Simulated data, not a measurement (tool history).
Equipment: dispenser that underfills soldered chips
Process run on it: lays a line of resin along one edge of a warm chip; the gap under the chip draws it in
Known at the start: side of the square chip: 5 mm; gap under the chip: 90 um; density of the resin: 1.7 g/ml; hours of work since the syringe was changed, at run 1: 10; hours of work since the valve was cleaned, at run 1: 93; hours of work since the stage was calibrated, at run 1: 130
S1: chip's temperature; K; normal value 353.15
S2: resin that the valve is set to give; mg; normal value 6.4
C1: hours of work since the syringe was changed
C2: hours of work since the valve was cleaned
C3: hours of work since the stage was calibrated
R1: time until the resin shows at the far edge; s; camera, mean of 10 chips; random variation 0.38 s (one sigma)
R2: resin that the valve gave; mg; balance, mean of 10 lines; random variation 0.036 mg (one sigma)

{"run": 1, "hour": 0.0, "S1": 353.15, "S2": 6.4, "C1": 10, "C2": 93, "C3": 130, "R1": 40.7, "R2": 5.85}
{"hour": 1.6, "done": "new syringe of resin"}
{"run": 2, "hour": 3.0, "S1": 353.15, "S2": 6.4, "C1": 1, "C2": 94, "C3": 132, "R1": 24, "R2": 5.85}
{"hour": 7.6, "done": "dispensing valve cleaned and set on the balance"}
{"run": 3, "hour": 9.6, "S1": 353.15, "S2": 6.4, "C1": 4, "C2": 1, "C3": 135, "R1": 29.2, "R2": 6.43}
{"run": 4, "hour": 14.3, "S1": 353.15, "S2": 6.01, "C1": 7, "C2": 4, "C3": 138, "R1": 34.5, "R2": 6.01}
{"run": 5, "hour": 17.0, "S1": 353.15, "S2": 6.01, "C1": 9, "C2": 6, "C3": 139, "R1": 37.7, "R2": 6}
{"run": 6, "hour": 20.1, "S1": 353.15, "S2": 6.01, "C1": 11, "C2": 8, "C3": 141, "R1": 42.4, "R2": 5.98}
{"hour": 20.8, "done": "new syringe of resin"}
{"run": 7, "hour": 24.1, "S1": 353.15, "S2": 7.97, "C1": 2, "C2": 10, "C3": 144, "R1": 25, "R2": 7.94}
{"run": 8, "hour": 29.5, "S1": 353.15, "S2": 7.42, "C1": 5, "C2": 13, "C3": 147, "R1": 30.1, "R2": 7.37}
{"run": 9, "hour": 34.9, "S1": 353.15, "S2": 5.87, "C1": 9, "C2": 16, "C3": 150, "R1": 37.2, "R2": 5.82}
{"hour": 38.9, "done": "new syringe of resin"}
{"run": 10, "hour": 38.9, "S1": 353.15, "S2": 5.87, "C1": 0, "C2": 18, "C3": 152, "R1": 24, "R2": 5.79}
{"run": 11, "hour": 45.4, "S1": 353.15, "S2": 5.87, "C1": 4, "C2": 22, "C3": 156, "R1": 29.4, "R2": 5.74}
{"run": 12, "hour": 50.2, "S1": 353.15, "S2": 5.87, "C1": 7, "C2": 25, "C3": 159, "R1": 33.9, "R2": 5.78}
{"run": 13, "hour": 53.5, "S1": 353.15, "S2": 7.61, "C1": 9, "C2": 27, "C3": 161, "R1": 37.4, "R2": 7.52}
{"hour": 57.2, "done": "new syringe of resin"}
{"run": 14, "hour": 59.5, "S1": 353.15, "S2": 6.4, "C1": 1, "C2": 31, "C3": 164, "R1": 24.8, "R2": 6.27}
{"run": 15, "hour": 64.7, "S1": 353.15, "S2": 5.4, "C1": 4, "C2": 34, "C3": 168, "R1": 30.4, "R2": 5.19}
{"run": 16, "hour": 70.8, "S1": 353.15, "S2": 5.4, "C1": 8, "C2": 37, "C3": 171, "R1": 37, "R2": 5.29}
{"hour": 75.5, "done": "new syringe of resin"}
{"run": 17, "hour": 75.5, "S1": 345.15, "S2": 6.36, "C1": 0, "C2": 40, "C3": 174, "R1": 29.4, "R2": 6.12}
{"run": 18, "hour": 81.4, "S1": 366.15, "S2": 6.62, "C1": 4, "C2": 44, "C3": 177, "R1": 18.7, "R2": 6.36}
{"run": 19, "hour": 84.3, "S1": 352.15, "S2": 7.49, "C1": 5, "C2": 45, "C3": 179, "R1": 32.5, "R2": 7.18}
{"run": 20, "hour": 90.0, "S1": 355.15, "S2": 5.45, "C1": 9, "C2": 49, "C3": 183, "R1": 37, "R2": 5.23}
{"hour": 93.8, "done": "new syringe of resin"}
{"run": 21, "hour": 96.4, "S1": 347.15, "S2": 6.94, "C1": 2, "C2": 53, "C3": 186, "R1": 31.4, "R2": 6.67}
{"run": 22, "hour": 101.3, "S1": 347.15, "S2": 6.94, "C1": 5, "C2": 55, "C3": 189, "R1": 36.2, "R2": 6.68}
{"run": 23, "hour": 104.9, "S1": 347.15, "S2": 6.94, "C1": 7, "C2": 58, "C3": 191, "R1": 41.1, "R2": 6.63}
{"run": 24, "hour": 109.7, "S1": 345.15, "S2": 7.67, "C1": 10, "C2": 61, "C3": 194, "R1": 50.5, "R2": 7.34}
{"hour": 112.1, "done": "new syringe of resin"}
{"run": 25, "hour": 115.1, "S1": 353.15, "S2": 6.12, "C1": 2, "C2": 64, "C3": 197, "R1": 25.6, "R2": 5.79}
{"run": 26, "hour": 120.5, "S1": 359.15, "S2": 6.59, "C1": 5, "C2": 67, "C3": 201, "R1": 24.7, "R2": 6.22}
{"run": 27, "hour": 125.3, "S1": 348.15, "S2": 6.76, "C1": 8, "C2": 70, "C3": 204, "R1": 42.9, "R2": 6.41}
{"run": 28, "hour": 128.1, "S1": 338.15, "S2": 7.3, "C1": 10, "C2": 71, "C3": 205, "R1": 67.9, "R2": 6.94}
{"hour": 130.3, "done": "new syringe of resin"}
{"run": 29, "hour": 134.5, "S1": 359.15, "S2": 6.99, "C1": 3, "C2": 75, "C3": 209, "R1": 21.6, "R2": 6.56}
{"run": 30, "hour": 139.8, "S1": 351.15, "S2": 6.82, "C1": 6, "C2": 78, "C3": 212, "R1": 34, "R2": 6.36}
{"run": 31, "hour": 145.6, "S1": 364.15, "S2": 6.33, "C1": 9, "C2": 82, "C3": 216, "R1": 28.3, "R2": 5.95}

Consider 5 possible next runs. They are alternatives, not a sequence: every one starts from the tool as it was left by run 31. What does each give?
{"hour": 148.8, "done": "new syringe of resin"}
{"run": "A", "hour": 150.6, "S1": 344.15, "S2": 6.92, "C1": 1, "C2": 85, "C3": 218, "R1": "?", "R2": "?"}
{"hour": 148.8, "done": "new syringe of resin"}
{"run": "B", "hour": 150.6, "S1": 362.15, "S2": 6.33, "C1": 1, "C2": 85, "C3": 218, "R1": "?", "R2": "?"}
{"hour": 148.8, "done": "new syringe of resin"}
{"run": "C", "hour": 150.6, "S1": 345.15, "S2": 7.63, "C1": 1, "C2": 85, "C3": 218, "R1": "?", "R2": "?"}
{"hour": 148.8, "done": "new syringe of resin"}
{"run": "D", "hour": 150.6, "S1": 358.15, "S2": 5.48, "C1": 1, "C2": 85, "C3": 218, "R1": "?", "R2": "?"}
{"hour": 148.8, "done": "new syringe of resin"}
{"run": "E", "hour": 150.6, "S1": 353.15, "S2": 6.55, "C1": 1, "C2": 85, "C3": 218, "R1": "?", "R2": "?"}

run=A R1=32.7 R2=6.44
run=B R1=19 R2=5.92
run=C R1=32 R2=7.16
run=D R1=21.7 R2=5.14
run=E R1=24 R2=6.14
Had the tool no hidden state, the same runs would have come out as:
run=A R1=31.4 R2=6.88
run=B R1=18.2 R2=6.32
run=C R1=30.8 R2=7.65
run=D R1=20.6 R2=5.48
run=E R1=23 R2=6.55

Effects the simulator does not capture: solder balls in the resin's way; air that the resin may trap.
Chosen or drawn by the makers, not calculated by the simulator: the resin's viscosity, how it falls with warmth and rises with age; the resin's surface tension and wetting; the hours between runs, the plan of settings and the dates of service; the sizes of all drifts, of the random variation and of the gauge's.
